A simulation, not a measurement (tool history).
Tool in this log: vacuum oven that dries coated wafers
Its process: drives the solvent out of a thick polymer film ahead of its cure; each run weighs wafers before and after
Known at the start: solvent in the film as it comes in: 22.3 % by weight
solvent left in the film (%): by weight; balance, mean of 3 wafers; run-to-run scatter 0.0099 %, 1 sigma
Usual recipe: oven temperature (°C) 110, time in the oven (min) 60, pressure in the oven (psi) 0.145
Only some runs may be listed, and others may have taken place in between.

run 1 hour=0.0 | oven_temperature_(°C)=110 time_in_the_oven_(min)=60 pressure_in_the_oven_(psi)=0.145 | solvent_left_in_the_film_(%)=2.286
run 2 hour=10.9 | oven_temperature_(°C)=110 time_in_the_oven_(min)=60 pressure_in_the_oven_(psi)=0.145 | solvent_left_in_the_film_(%)=2.288
run 3 hour=29.3 | oven_temperature_(°C)=110 time_in_the_oven_(min)=60 pressure_in_the_oven_(psi)=0.145 | solvent_left_in_the_film_(%)=2.281
run 4 hour=37.6 | oven_temperature_(°C)=110 time_in_the_oven_(min)=60 pressure_in_the_oven_(psi)=0.145 | solvent_left_in_the_film_(%)=2.291
run 5 hour=49.2 | oven_temperature_(°C)=110 time_in_the_oven_(min)=60 pressure_in_the_oven_(psi)=0.077 | solvent_left_in_the_film_(%)=2.117
run 6 hour=64.4 | oven_temperature_(°C)=110 time_in_the_oven_(min)=60 pressure_in_the_oven_(psi)=0.077 | solvent_left_in_the_film_(%)=2.119
run 7 hour=81.6 | oven_temperature_(°C)=110 time_in_the_oven_(min)=60 pressure_in_the_oven_(psi)=0.077 | solvent_left_in_the_film_(%)=2.132
run 8 hour=89.7 | oven_temperature_(°C)=110 time_in_the_oven_(min)=60 pressure_in_the_oven_(psi)=0.077 | solvent_left_in_the_film_(%)=2.122
run 9 hour=105.8 | oven_temperature_(°C)=110 time_in_the_oven_(min)=60 pressure_in_the_oven_(psi)=0.077 | solvent_left_in_the_film_(%)=2.129
run 10 hour=114.5 | oven_temperature_(°C)=110 time_in_the_oven_(min)=60 pressure_in_the_oven_(psi)=0.077 | solvent_left_in_the_film_(%)=2.128
run 11 hour=132.3 | oven_temperature_(°C)=110 time_in_the_oven_(min)=60 pressure_in_the_oven_(psi)=0.245 | solvent_left_in_the_film_(%)=2.530
run 12 hour=144.4 | oven_temperature_(°C)=110 time_in_the_oven_(min)=60 pressure_in_the_oven_(psi)=0.245 | solvent_left_in_the_film_(%)=2.509
run 13 hour=153.0 | oven_temperature_(°C)=110 time_in_the_oven_(min)=74 pressure_in_the_oven_(psi)=0.145 | solvent_left_in_the_film_(%)=1.508
run 14 hour=167.2 | oven_temperature_(°C)=122 time_in_the_oven_(min)=60 pressure_in_the_oven_(psi)=0.145 | solvent_left_in_the_film_(%)=0.541
run 15 hour=180.4 | oven_temperature_(°C)=110 time_in_the_oven_(min)=60 pressure_in_the_oven_(psi)=0.145 | solvent_left_in_the_film_(%)=2.268
run 16 hour=193.0 | oven_temperature_(°C)=110 time_in_the_oven_(min)=60 pressure_in_the_oven_(psi)=0.145 | solvent_left_in_the_film_(%)=2.265
run 17 hour=207.3 | oven_temperature_(°C)=110 time_in_the_oven_(min)=60 pressure_in_the_oven_(psi)=0.145 | solvent_left_in_the_film_(%)=2.290
run 18 hour=226.5 | oven_temperature_(°C)=110 time_in_the_oven_(min)=60 pressure_in_the_oven_(psi)=0.145 | solvent_left_in_the_film_(%)=2.306
run 19 hour=235.7 | oven_temperature_(°C)=110 time_in_the_oven_(min)=50 pressure_in_the_oven_(psi)=0.145 | solvent_left_in_the_film_(%)=3.145
run 20 hour=247.2 | oven_temperature_(°C)=116 time_in_the_oven_(min)=63 pressure_in_the_oven_(psi)=0.406 | solvent_left_in_the_film_(%)=1.576
run 21 hour=255.9 | oven_temperature_(°C)=116 time_in_the_oven_(min)=63 pressure_in_the_oven_(psi)=0.406 | solvent_left_in_the_film_(%)=1.570
run 22 hour=273.4 | oven_temperature_(°C)=110 time_in_the_oven_(min)=61 pressure_in_the_oven_(psi)=0.160 | solvent_left_in_the_film_(%)=2.246
run 23 hour=288.3 | oven_temperature_(°C)=99 time_in_the_oven_(min)=60 pressure_in_the_oven_(psi)=0.126 | solvent_left_in_the_film_(%)=5.622
run 24 hour=306.8 | oven_temperature_(°C)=102 time_in_the_oven_(min)=55 pressure_in_the_oven_(psi)=0.141 | solvent_left_in_the_film_(%)=5.153
run 25 hour=324.0 | oven_temperature_(°C)=102 time_in_the_oven_(min)=55 pressure_in_the_oven_(psi)=0.094 | solvent_left_in_the_film_(%)=5.023
run 26 hour=334.8 | oven_temperature_(°C)=102 time_in_the_oven_(min)=55 pressure_in_the_oven_(psi)=0.094 | solvent_left_in_the_film_(%)=5.011
run 27 hour=348.9 | oven_temperature_(°C)=102 time_in_the_oven_(min)=55 pressure_in_the_oven_(psi)=0.094 | solvent_left_in_the_film_(%)=4.997
run 28 hour=358.6 | oven_temperature_(°C)=109 time_in_the_oven_(min)=31 pressure_in_the_oven_(psi)=0.107 | solvent_left_in_the_film_(%)=6.256

What will run 29 give?
run 29 hour=372.7 | oven_temperature_(°C)=106 time_in_the_oven_(min)=91 pressure_in_the_oven_(psi)=0.107 | solvent_left_in_the_film_(%)=?

For run 29 the tool returned solvent left in the film (%) 1.460.
Without the tool's hidden state the same run would have given solvent left in the film (%) 1.465.
